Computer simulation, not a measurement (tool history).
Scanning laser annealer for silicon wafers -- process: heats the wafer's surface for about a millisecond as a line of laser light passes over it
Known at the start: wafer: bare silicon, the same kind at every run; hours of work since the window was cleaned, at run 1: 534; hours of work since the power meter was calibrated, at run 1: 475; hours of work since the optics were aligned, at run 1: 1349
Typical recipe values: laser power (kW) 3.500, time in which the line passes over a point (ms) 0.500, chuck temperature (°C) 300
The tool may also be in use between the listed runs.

| run | hour | laser power (kW) | time in which the line passes over a point (ms) | chuck temperature (°C) | hours of work since the window was cleaned | hours of work since the power meter was calibrated | hours of work since the optics were aligned | highest temperature of the surface (°C) |
|---|---|---|---|---|---|---|---|---|
| 1 | 0.0 | 3.500 | 0.500 | 300 | 534 | 475 | 1349 | 1033 |
| 2 | 18.5 | 3.500 | 0.500 | 300 | 546 | 487 | 1362 | 1035 |
| 3 | 34.5 | 3.500 | 0.400 | 300 | 557 | 497 | 1372 | 968 |
| 4 | 64.8 | 3.500 | 0.500 | 300 | 577 | 517 | 1392 | 1031 |
|  | 84.2 | window over the wafer cleaned |
| 5 | 91.6 | 3.500 | 0.436 | 300 | 5 | 533 | 1408 | 1008 |
| 6 | 105.6 | 3.466 | 0.500 | 300 | 14 | 542 | 1417 | 1038 |
| 7 | 123.6 | 3.500 | 0.500 | 300 | 26 | 554 | 1429 | 1047 |
| 8 | 142.4 | 3.500 | 0.363 | 300 | 38 | 566 | 1441 | 953 |
| 9 | 168.4 | 3.500 | 0.363 | 300 | 55 | 583 | 1458 | 953 |
| 10 | 185.9 | 3.500 | 0.363 | 300 | 66 | 595 | 1469 | 951 |
| 11 | 212.2 | 3.500 | 0.363 | 300 | 84 | 612 | 1487 | 951 |
| 12 | 241.9 | 3.500 | 0.363 | 300 | 103 | 631 | 1506 | 950 |
| 13 | 260.1 | 3.500 | 0.363 | 300 | 115 | 643 | 1518 | 951 |
| 14 | 273.7 | 3.500 | 0.363 | 300 | 124 | 652 | 1527 | 952 |
| 15 | 302.5 | 3.500 | 0.500 | 300 | 142 | 671 | 1546 | 1047 |
| 16 | 321.7 | 3.500 | 0.500 | 300 | 155 | 683 | 1558 | 1043 |
| 17 | 339.9 | 3.573 | 0.500 | 260 | 167 | 695 | 1570 | 1022 |
| 18 | 364.7 | 3.807 | 0.500 | 319 | 183 | 711 | 1586 | 1147 |
| 19 | 391.5 | 3.807 | 0.500 | 319 | 201 | 729 | 1604 | 1144 |
| 20 | 405.6 | 3.666 | 0.500 | 304 | 210 | 738 | 1613 | 1091 |
| 21 | 424.1 | 3.500 | 0.500 | 264 | 222 | 750 | 1625 | 1008 |
| 22 | 440.5 | 3.500 | 0.500 | 264 | 232 | 761 | 1636 | 1007 |
| 23 | 461.5 | 3.500 | 0.500 | 264 | 246 | 775 | 1649 | 1001 |
| 24 | 487.7 | 3.708 | 0.529 | 269 | 263 | 792 | 1666 | 1085 |
|  | 499.2 | optics aligned, line set to its width |
| 25 | 518.8 | 3.117 | 0.500 | 300 | 280 | 809 | 13 | 944 |
| 26 | 539.0 | 3.500 | 0.500 | 308 | 294 | 822 | 26 | 1057 |
| 27 | 561.1 | 3.500 | 0.395 | 308 | 308 | 836 | 40 | 983 |
| 28 | 590.6 | 3.500 | 0.395 | 308 | 327 | 856 | 60 | 982 |
| 29 | 608.9 | 3.500 | 0.395 | 308 | 339 | 868 | 72 | 980 |
| 30 | 624.6 | 3.500 | 0.366 | 306 | 349 | 878 | 82 | 959 |
| 31 | 646.3 | 3.397 | 0.366 | 300 | 364 | 892 | 96 | 929 |
| 32 | 660.7 | 2.994 | 0.500 | 304 | 373 | 901 | 105 | 910 |

Here are 5 independent what-if runs from the current tool condition. What would each one return?
| A | 679.4 | 3.361 | 0.610 | 274 | 385 | 913 | 118 | ? |
| B | 679.4 | 3.407 | 0.500 | 300 | 385 | 913 | 118 | ? |
| C | 679.4 | 2.994 | 0.364 | 331 | 385 | 913 | 118 | ? |
| D | 679.4 | 3.708 | 0.394 | 304 | 385 | 913 | 118 | ? |
| E | 679.4 | 3.545 | 0.482 | 328 | 385 | 913 | 118 | ? |

| run | highest temperature of the surface (°C) |
|---|---|
| A | 1046 |
| B | 1019 |
| C | 865 |
| D | 1026 |
| E | 1074 |
With the hidden condition removed and each run's random variation left untouched, the same runs would have given:
| run | highest temperature of the surface (°C) |
|---|---|
| A | 1063 |
| B | 1035 |
| C | 877 |
| D | 1042 |
| E | 1091 |

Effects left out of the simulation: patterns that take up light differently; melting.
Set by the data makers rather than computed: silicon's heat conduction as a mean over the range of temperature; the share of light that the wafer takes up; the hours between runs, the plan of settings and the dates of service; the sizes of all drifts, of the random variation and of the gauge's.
